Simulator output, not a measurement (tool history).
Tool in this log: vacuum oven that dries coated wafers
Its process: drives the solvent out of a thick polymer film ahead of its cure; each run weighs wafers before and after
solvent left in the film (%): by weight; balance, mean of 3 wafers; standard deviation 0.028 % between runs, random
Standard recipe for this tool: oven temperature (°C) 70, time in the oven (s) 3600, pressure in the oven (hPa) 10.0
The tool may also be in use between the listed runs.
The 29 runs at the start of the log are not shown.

run,hour,oven temperature (°C),time in the oven (s),pressure in the oven (hPa),hours of work since the thermocouples were calibrated,hours of work since the vacuum gauge was cleaned of residue,solvent left in the film (%)
30,555.3,84,3600,16.6,67,555,0.52
31,568.1,84,3600,16.6,74,562,0.47
32,584.3,80,3600,22.2,83,571,0.76
33,606.6,84,5100,10.0,95,583,0.33
34,624.7,64,5100,10.0,105,593,1.29
35,645.3,64,5100,10.0,116,604,1.28
36,663.8,73,3600,25.0,126,614,1.38
37,676.0,73,3600,25.0,133,620,1.32
38,698.0,61,2580,36.8,145,632,5.24
39,712.5,67,2340,35.4,153,640,3.69
40,736.2,67,2340,35.4,166,653,3.72
41,751.4,67,2340,35.4,174,661,3.64
42,769.6,70,3600,5.6,184,671,0.82
43,787.6,76,1920,26.1,193,681,1.83

Estimate the outcome of run 44 from the log above:
44,797.7,76,1920,19.9,199,686,?

solvent left in the film (%): 1.57
With the hidden condition absent and the run-to-run variation left alone, this run would have shown solvent left in the film (%) 1.44.
